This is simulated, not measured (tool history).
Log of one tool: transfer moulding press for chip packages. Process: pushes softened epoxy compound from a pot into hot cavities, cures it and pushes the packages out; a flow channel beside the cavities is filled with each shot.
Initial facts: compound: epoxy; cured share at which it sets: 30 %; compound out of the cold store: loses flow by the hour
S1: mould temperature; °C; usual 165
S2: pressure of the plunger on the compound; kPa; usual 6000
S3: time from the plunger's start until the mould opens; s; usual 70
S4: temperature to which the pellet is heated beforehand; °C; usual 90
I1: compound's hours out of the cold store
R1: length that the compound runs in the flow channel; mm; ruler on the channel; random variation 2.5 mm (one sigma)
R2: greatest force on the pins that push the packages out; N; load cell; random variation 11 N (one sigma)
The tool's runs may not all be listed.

{"run": 1, "hour": 0.0, "S1": 165, "S2": 6000, "S3": 70, "S4": 90, "I1": 20.5, "R1": 841, "R2": 934}
{"run": 2, "hour": 11.0, "S1": 165, "S2": 5210, "S3": 70, "S4": 90, "I1": 32.5, "R1": 749, "R2": 913}
{"run": 3, "hour": 22.3, "S1": 165, "S2": 5210, "S3": 70, "S4": 90, "I1": 32.4, "R1": 746, "R2": 973}
{"run": 4, "hour": 28.9, "S1": 165, "S2": 5280, "S3": 70, "S4": 90, "I1": 32.6, "R1": 753, "R2": 963}
{"hour": 38.0, "done": "cavities cleaned with cleaning compound and waxed"}
{"run": 5, "hour": 38.0, "S1": 170, "S2": 6000, "S3": 70, "S4": 90, "I1": 28.3, "R1": 794, "R2": 940}
{"run": 6, "hour": 44.2, "S1": 170, "S2": 5100, "S3": 70, "S4": 90, "I1": 36.6, "R1": 710, "R2": 951}
{"run": 7, "hour": 51.8, "S1": 165, "S2": 6000, "S3": 51, "S4": 90, "I1": 36.8, "R1": 785, "R2": 2497}
{"run": 8, "hour": 57.6, "S1": 165, "S2": 6000, "S3": 51, "S4": 90, "I1": 30.6, "R1": 799, "R2": 2649}
{"run": 9, "hour": 64.0, "S1": 165, "S2": 7010, "S3": 88, "S4": 90, "I1": 17.7, "R1": 910, "R2": 924}
{"run": 10, "hour": 69.3, "S1": 165, "S2": 7010, "S3": 61, "S4": 81, "I1": 12.7, "R1": 924, "R2": 1725}
{"run": 11, "hour": 78.3, "S1": 165, "S2": 7010, "S3": 61, "S4": 81, "I1": 9, "R1": 934, "R2": 1783}
{"hour": 85.4, "done": "cavities cleaned with cleaning compound and waxed, once more"}
{"run": 12, "hour": 86.1, "S1": 158, "S2": 5770, "S3": 68, "S4": 87, "I1": 22.2, "R1": 829, "R2": 982}
{"run": 13, "hour": 92.5, "S1": 165, "S2": 6000, "S3": 70, "S4": 81, "I1": 16.6, "R1": 837, "R2": 581}
{"run": 14, "hour": 98.4, "S1": 165, "S2": 6000, "S3": 70, "S4": 81, "I1": 34.1, "R1": 780, "R2": 625}
{"run": 15, "hour": 107.1, "S1": 161, "S2": 5460, "S3": 70, "S4": 90, "I1": 46.6, "R1": 727, "R2": 878}

Difference, measured minus no-hidden-state, one row per run. Run-to-run variation is common to both terms; the gauge's own scatter need not be:
The hidden state here: true mould temperature over the reading, C; pressure that reaches the compound, % of what is set; grip of the stained cavities, % over clean ones'; drift of the gauge itself on flow_mm, %; drift of the gauge itself on push_out_n, %.
run=1 R1=-2 R2=+418
run=2 R1=-3 R2=+429
run=3 R1=-4 R2=+467
run=4 R1=-6 R2=+472
run=5 R1=-7 R2=+557
run=6 R1=-7 R2=+559
run=7 R1=-9 R2=+1458
run=8 R1=-10 R2=+1540
run=9 R1=-13 R2=+533
run=10 R1=-13 R2=+996
run=11 R1=-15 R2=+1021
run=12 R1=-14 R2=+26
run=13 R1=-15 R2=+70
run=14 R1=-15 R2=+117
run=15 R1=-16 R2=+234
